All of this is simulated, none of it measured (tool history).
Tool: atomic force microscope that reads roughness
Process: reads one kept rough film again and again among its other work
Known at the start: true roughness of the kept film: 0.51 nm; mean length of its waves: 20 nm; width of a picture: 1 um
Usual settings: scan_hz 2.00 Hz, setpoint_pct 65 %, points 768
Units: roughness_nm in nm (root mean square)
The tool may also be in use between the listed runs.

run 1 hour=0.0 | scan_hz=2.00 setpoint_pct=65 points=768 | roughness_nm=0.439
run 2 hour=5.2 | scan_hz=2.00 setpoint_pct=67 points=768 | roughness_nm=0.435
-- hour=7.4 new tip fitted
run 3 hour=10.4 | scan_hz=2.00 setpoint_pct=67 points=768 | roughness_nm=0.462
run 4 hour=17.2 | scan_hz=2.00 setpoint_pct=67 points=768 | roughness_nm=0.465
run 5 hour=26.0 | scan_hz=0.52 setpoint_pct=65 points=768 | roughness_nm=0.471
run 6 hour=34.6 | scan_hz=0.52 setpoint_pct=65 points=768 | roughness_nm=0.465
run 7 hour=43.4 | scan_hz=2.00 setpoint_pct=65 points=768 | roughness_nm=0.455
run 8 hour=49.0 | scan_hz=2.00 setpoint_pct=65 points=768 | roughness_nm=0.448
run 9 hour=58.7 | scan_hz=2.00 setpoint_pct=65 points=768 | roughness_nm=0.459
run 10 hour=64.7 | scan_hz=2.00 setpoint_pct=65 points=768 | roughness_nm=0.448
run 11 hour=73.9 | scan_hz=2.00 setpoint_pct=65 points=768 | roughness_nm=0.447
run 12 hour=81.7 | scan_hz=2.00 setpoint_pct=65 points=768 | roughness_nm=0.436
run 13 hour=88.5 | scan_hz=2.00 setpoint_pct=71 points=768 | roughness_nm=0.425
-- hour=96.5 new tip fitted
run 14 hour=97.5 | scan_hz=1.28 setpoint_pct=65 points=768 | roughness_nm=0.483
run 15 hour=106.6 | scan_hz=1.28 setpoint_pct=65 points=768 | roughness_nm=0.463
run 16 hour=116.2 | scan_hz=0.84 setpoint_pct=65 points=768 | roughness_nm=0.464
run 17 hour=123.3 | scan_hz=0.84 setpoint_pct=65 points=768 | roughness_nm=0.462
run 18 hour=130.2 | scan_hz=0.84 setpoint_pct=65 points=768 | roughness_nm=0.462
run 19 hour=137.0 | scan_hz=1.81 setpoint_pct=65 points=347 | roughness_nm=0.439
run 20 hour=144.0 | scan_hz=0.53 setpoint_pct=58 points=439 | roughness_nm=0.454
run 21 hour=150.7 | scan_hz=0.54 setpoint_pct=57 points=439 | roughness_nm=0.455
run 22 hour=157.5 | scan_hz=0.54 setpoint_pct=57 points=439 | roughness_nm=0.448
run 23 hour=164.7 | scan_hz=0.54 setpoint_pct=57 points=439 | roughness_nm=0.456
run 24 hour=170.2 | scan_hz=0.54 setpoint_pct=57 points=439 | roughness_nm=0.446
run 25 hour=177.3 | scan_hz=2.00 setpoint_pct=70 points=425 | roughness_nm=0.426
run 26 hour=181.3 | scan_hz=3.72 setpoint_pct=90 points=690 | roughness_nm=0.369
-- hour=184.9 new tip fitted
run 27 hour=189.3 | scan_hz=2.00 setpoint_pct=82 points=768 | roughness_nm=0.443
run 28 hour=193.5 | scan_hz=2.00 setpoint_pct=69 points=768 | roughness_nm=0.459
run 29 hour=201.7 | scan_hz=1.97 setpoint_pct=81 points=702 | roughness_nm=0.446

5 ways to go on from here, each from the tool as it stands after run 29. What would each give?
run A hour=206.5 | scan_hz=2.91 setpoint_pct=65 points=461 | roughness_nm=?
run B hour=206.5 | scan_hz=2.74 setpoint_pct=56 points=702 | roughness_nm=?
run C hour=206.5 | scan_hz=2.00 setpoint_pct=65 points=345 | roughness_nm=?
run D hour=206.5 | scan_hz=1.97 setpoint_pct=63 points=702 | roughness_nm=?
run E hour=206.5 | scan_hz=1.97 setpoint_pct=69 points=702 | roughness_nm=?

run=A roughness_nm=0.445
run=B roughness_nm=0.450
run=C roughness_nm=0.443
run=D roughness_nm=0.462
run=E roughness_nm=0.465
Without the tool's hidden state the same runs would have given:
run=A roughness_nm=0.456
run=B roughness_nm=0.462
run=C roughness_nm=0.454
run=D roughness_nm=0.473
run=E roughness_nm=0.476
